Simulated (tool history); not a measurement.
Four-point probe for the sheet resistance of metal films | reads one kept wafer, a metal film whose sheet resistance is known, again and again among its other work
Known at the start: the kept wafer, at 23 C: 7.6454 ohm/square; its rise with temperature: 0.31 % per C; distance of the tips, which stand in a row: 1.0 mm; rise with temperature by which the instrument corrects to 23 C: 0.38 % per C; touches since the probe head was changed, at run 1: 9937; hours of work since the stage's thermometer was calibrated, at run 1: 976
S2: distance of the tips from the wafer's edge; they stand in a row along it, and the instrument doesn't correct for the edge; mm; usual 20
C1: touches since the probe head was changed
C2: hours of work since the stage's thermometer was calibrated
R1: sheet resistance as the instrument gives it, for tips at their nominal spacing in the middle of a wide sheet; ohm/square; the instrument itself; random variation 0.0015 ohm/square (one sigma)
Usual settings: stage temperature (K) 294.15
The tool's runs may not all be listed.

{"run": 1, "hour": 0.0, "stage temperature (K)": 294.15, "S2": 20, "C1": 9937, "C2": 976, "R1": 7.687169}
{"run": 2, "hour": 21.6, "stage temperature (K)": 294.15, "S2": 20, "C1": 10243, "C2": 991, "R1": 7.689866}
{"run": 3, "hour": 65.7, "stage temperature (K)": 294.15, "S2": 20, "C1": 10868, "C2": 1020, "R1": 7.687692}
{"run": 4, "hour": 96.9, "stage temperature (K)": 294.15, "S2": 20, "C1": 11310, "C2": 1041, "R1": 7.69284}
{"run": 5, "hour": 133.8, "stage temperature (K)": 294.15, "S2": 11, "C1": 11833, "C2": 1066, "R1": 7.715404}
{"run": 6, "hour": 169.4, "stage temperature (K)": 294.15, "S2": 11, "C1": 12338, "C2": 1090, "R1": 7.715973}
{"run": 7, "hour": 214.7, "stage temperature (K)": 294.15, "S2": 11, "C1": 12979, "C2": 1121, "R1": 7.71573}
{"run": 8, "hour": 234.9, "stage temperature (K)": 294.15, "S2": 20, "C1": 13265, "C2": 1134, "R1": 7.690594}
{"run": 9, "hour": 266.6, "stage temperature (K)": 294.15, "S2": 20, "C1": 13713, "C2": 1156, "R1": 7.695325}
{"run": 10, "hour": 297.2, "stage temperature (K)": 294.15, "S2": 20, "C1": 14147, "C2": 1176, "R1": 7.69437}
{"run": 11, "hour": 346.4, "stage temperature (K)": 294.15, "S2": 55, "C1": 14845, "C2": 1209, "R1": 7.684229}
{"run": 12, "hour": 366.4, "stage temperature (K)": 294.15, "S2": 55, "C1": 15127, "C2": 1223, "R1": 7.686912}
{"run": 13, "hour": 393.8, "stage temperature (K)": 294.15, "S2": 27, "C1": 15516, "C2": 1241, "R1": 7.694364}
{"run": 14, "hour": 424.1, "stage temperature (K)": 294.15, "S2": 7, "C1": 15945, "C2": 1262, "R1": 7.767937}
{"run": 15, "hour": 450.0, "stage temperature (K)": 294.15, "S2": 20, "C1": 16311, "C2": 1279, "R1": 7.696126}
{"run": 16, "hour": 492.2, "stage temperature (K)": 294.15, "S2": 20, "C1": 16910, "C2": 1308, "R1": 7.69713}
{"run": 17, "hour": 514.9, "stage temperature (K)": 294.15, "S2": 20, "C1": 17231, "C2": 1323, "R1": 7.698522}
{"run": 18, "hour": 535.3, "stage temperature (K)": 294.15, "S2": 20, "C1": 17520, "C2": 1337, "R1": 7.698065}
{"run": 19, "hour": 561.6, "stage temperature (K)": 294.15, "S2": 20, "C1": 17892, "C2": 1354, "R1": 7.699083}
{"run": 20, "hour": 593.5, "stage temperature (K)": 294.15, "S2": 20, "C1": 18345, "C2": 1376, "R1": 7.699303}
{"run": 21, "hour": 628.9, "stage temperature (K)": 294.15, "S2": 20, "C1": 18846, "C2": 1400, "R1": 7.699558}
{"run": 22, "hour": 655.4, "stage temperature (K)": 294.15, "S2": 42, "C1": 19222, "C2": 1418, "R1": 7.694451}
{"run": 23, "hour": 687.5, "stage temperature (K)": 294.15, "S2": 42, "C1": 19677, "C2": 1439, "R1": 7.689985}

The next listed run, before its measurement:
{"run": 24, "hour": 721.4, "stage temperature (K)": 291.15, "S2": 8, "C1": 20157, "C2": 1462, "R1": "?"}

{"run 24": {"R1": 7.771115}}
Without the tool's hidden state the same run would have given R1 7.736267 ohm/square.

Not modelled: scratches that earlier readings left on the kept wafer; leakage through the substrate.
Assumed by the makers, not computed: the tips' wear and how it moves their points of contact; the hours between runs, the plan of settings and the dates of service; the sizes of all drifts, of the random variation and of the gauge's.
